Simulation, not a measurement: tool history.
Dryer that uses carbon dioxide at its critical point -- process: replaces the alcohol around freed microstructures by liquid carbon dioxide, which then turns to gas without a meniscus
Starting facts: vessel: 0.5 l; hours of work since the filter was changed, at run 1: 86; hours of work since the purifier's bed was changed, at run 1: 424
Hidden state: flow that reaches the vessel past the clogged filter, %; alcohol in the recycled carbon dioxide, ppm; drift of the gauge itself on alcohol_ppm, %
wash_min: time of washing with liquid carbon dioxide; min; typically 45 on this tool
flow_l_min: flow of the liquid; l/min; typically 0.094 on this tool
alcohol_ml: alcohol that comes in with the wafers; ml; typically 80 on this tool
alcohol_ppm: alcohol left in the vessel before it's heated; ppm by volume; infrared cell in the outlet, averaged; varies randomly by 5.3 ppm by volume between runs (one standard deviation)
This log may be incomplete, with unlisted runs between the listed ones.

run,hour,wash_min,flow_l_min,alcohol_ml,hours of work since the filter was changed,hours of work since the purifier's bed was changed,alcohol_ppm
1,0,45,0.094,80,86,424,248
2,70.4,45,0.094,80,116,453,246
3,118,45,0.094,80,136,474,265
4,158.6,45,0.094,80,154,491,276
5,210.9,45,0.094,28,176,513,211
6,240.2,45,0.094,73,188,526,277
7,294.4,45,0.094,73,211,549,282
8,363.5,45,0.094,73,241,578,293

Predict the results of run 9:
9,430.3,45,0.094,80,269,607,?

Logged for run 9: alcohol_ppm 326 ppm by volume.
Minus the tool's unlogged condition, the same run would have read alcohol_ppm 116 ppm by volume.
